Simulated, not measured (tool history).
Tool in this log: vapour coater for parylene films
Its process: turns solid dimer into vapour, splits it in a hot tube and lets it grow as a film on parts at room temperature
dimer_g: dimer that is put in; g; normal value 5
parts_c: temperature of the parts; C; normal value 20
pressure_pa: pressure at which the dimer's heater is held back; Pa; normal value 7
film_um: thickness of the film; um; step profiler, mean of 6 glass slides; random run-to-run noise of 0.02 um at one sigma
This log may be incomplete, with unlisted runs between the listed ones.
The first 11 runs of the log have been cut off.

Run 12, hour 312.9: usual settings. Result: film_um 1.54 um.
Run 13, hour 332.4: usual settings. Result: film_um 1.55 um.
Run 14, hour 357.4: usual settings but parts_c 12 C. Result: film_um 1.82 um.
Run 15, hour 388.5: usual settings but parts_c 12 C. Result: film_um 1.78 um.
At hour 399.6: trap's valve overhauled.
Run 16, hour 412.1: usual settings but parts_c 13 C. Result: film_um 1.89 um.
Run 17, hour 450.5: usual settings but parts_c 13 C. Result: film_um 1.85 um.
Run 18, hour 484.5: usual settings but parts_c 13 C. Result: film_um 1.85 um.
Run 19, hour 506: usual settings but parts_c 13 C. Result: film_um 1.85 um.
Run 20, hour 523.7: usual settings but parts_c 13 C. Result: film_um 1.79 um.
Run 21, hour 539.7: usual settings but dimer_g 4 g, parts_c 13 C, pressure_pa 4.6 Pa. Result: film_um 1.6 um.
Run 22, hour 567.9: usual settings but dimer_g 8 g, parts_c 25 C. Result: film_um 2.24 um.
Run 23, hour 588.5: usual settings but dimer_g 7 g, parts_c 23 C. Result: film_um 2.05 um.
Run 24, hour 627.8: usual settings but parts_c 21 C, pressure_pa 5.1 Pa. Result: film_um 1.58 um.
Run 25, hour 646: usual settings but dimer_g 6 g, parts_c 21 C, pressure_pa 5.1 Pa. Result: film_um 1.92 um.

The next listed run, before its measurement:
At hour 656.6: table's thermometer calibrated.
Run 26, hour 676.1: usual settings but dimer_g 6 g, parts_c 21 C, pressure_pa 5.1 Pa. Result: film_um ?.

film_um: 1.92 um
Take away the tool's hidden state, keep the run-to-run variation as it was, and the same run would have given film_um 2.03 um.

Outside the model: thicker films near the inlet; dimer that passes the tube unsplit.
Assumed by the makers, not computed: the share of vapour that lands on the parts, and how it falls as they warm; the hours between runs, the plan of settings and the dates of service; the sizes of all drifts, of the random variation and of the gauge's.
